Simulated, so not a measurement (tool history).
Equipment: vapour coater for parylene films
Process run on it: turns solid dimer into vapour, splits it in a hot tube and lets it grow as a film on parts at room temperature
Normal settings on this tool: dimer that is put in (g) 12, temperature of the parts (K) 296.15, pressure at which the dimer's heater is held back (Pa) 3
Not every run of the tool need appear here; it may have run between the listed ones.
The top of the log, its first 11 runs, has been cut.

run,hour,dimer that is put in (g),temperature of the parts (K),pressure at which the dimer's heater is held back (Pa),thickness of the film (um)
12,315.6,10,296.15,3,2.89
13,353.2,12,305.15,3,2.37
14,383.8,12,305.15,3,2.32
15,414.6,12,296.15,3,3.33
16,451,7,296.15,4.35,1.77
17,490.3,7,296.15,4.35,1.76
18,518.2,7,296.15,4.35,1.73
19,541.9,7,296.15,4.35,1.75
# hour 565.7: trap's valve overhauled
20,574.3,7,296.15,4.35,2.03
21,610,7,296.15,4.35,2.03
22,640,7,292.15,2.83,2.61
23,668.6,6,295.15,8.99,1.48
24,700.7,16,306.15,4.84,2.88
25,731.2,16,306.15,4.84,2.84
26,767.4,16,306.15,4.84,2.8
27,800.6,16,306.15,4.84,2.81
28,829,14,294.15,4.51,4.17
29,864.6,13,298.15,2.3,3.75
30,890.5,13,290.15,2.3,5.12

Alternative continuations, all from the tool just after run 30; predict every row:
A,929,12,305.15,3,?
B,929,13,298.15,2.3,?
C,929,7,294.15,3.39,?
D,929,9,289.15,3.61,?

run,thickness of the film (um)
A,2.38
B,3.7
C,2.16
D,3.37
The same runs, with their run-to-run variation unchanged, on a tool lacking any hidden condition would have given:
run,thickness of the film (um)
A,2.64
B,4.11
C,2.39
D,3.75
